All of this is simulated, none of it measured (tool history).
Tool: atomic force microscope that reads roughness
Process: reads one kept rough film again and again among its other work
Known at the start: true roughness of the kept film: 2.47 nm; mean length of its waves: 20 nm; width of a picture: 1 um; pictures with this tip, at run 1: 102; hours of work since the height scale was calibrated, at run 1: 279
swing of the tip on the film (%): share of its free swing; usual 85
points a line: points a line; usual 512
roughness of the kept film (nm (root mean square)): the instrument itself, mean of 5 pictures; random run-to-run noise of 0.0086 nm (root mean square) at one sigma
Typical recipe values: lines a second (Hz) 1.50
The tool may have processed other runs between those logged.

run	hour	lines a second (Hz)	swing of the tip on the film (%)	points a line	pictures with this tip	hours of work since the height scale was calibrated	roughness of the kept film (nm (root mean square))
1	0.0	1.50	85	512	102	279	1.408
# hour 3.9: new tip fitted
# hour 48.9: new tip fitted
2	65.7	1.50	85	512	42	329	1.592
# hour 96.1: new tip fitted
3	98.7	0.76	85	512	6	355	1.939
# hour 140.0: new tip fitted
4	143.8	0.76	85	512	9	390	1.915
# hour 187.6: new tip fitted
5	189.8	0.76	85	512	6	426	1.953
6	229.9	0.76	85	512	104	457	1.444
# hour 237.2: new tip fitted
7	276.2	0.76	85	512	95	493	1.455
# hour 286.7: new tip fitted
8	313.0	1.50	85	592	64	522	1.507
# hour 332.4: new tip fitted
9	349.9	1.50	85	592	43	550	1.648
# hour 379.2: new tip fitted
10	409.5	1.50	85	592	74	596	1.472
# hour 428.3: new tip fitted
11	447.8	1.50	85	592	48	626	1.574
# hour 476.1: new tip fitted
12	507.2	1.69	81	274	76	672	1.458

Predict the results of run 13:
# hour 521.5: new tip fitted
# hour 566.2: new tip fitted
13	567.9	1.69	81	274	4	719	?

Logged for run 13: roughness of the kept film (nm (root mean square)) 1.864.
With the hidden condition absent and the run-to-run variation left alone, this run would have shown roughness of the kept film (nm (root mean square)) 1.869.

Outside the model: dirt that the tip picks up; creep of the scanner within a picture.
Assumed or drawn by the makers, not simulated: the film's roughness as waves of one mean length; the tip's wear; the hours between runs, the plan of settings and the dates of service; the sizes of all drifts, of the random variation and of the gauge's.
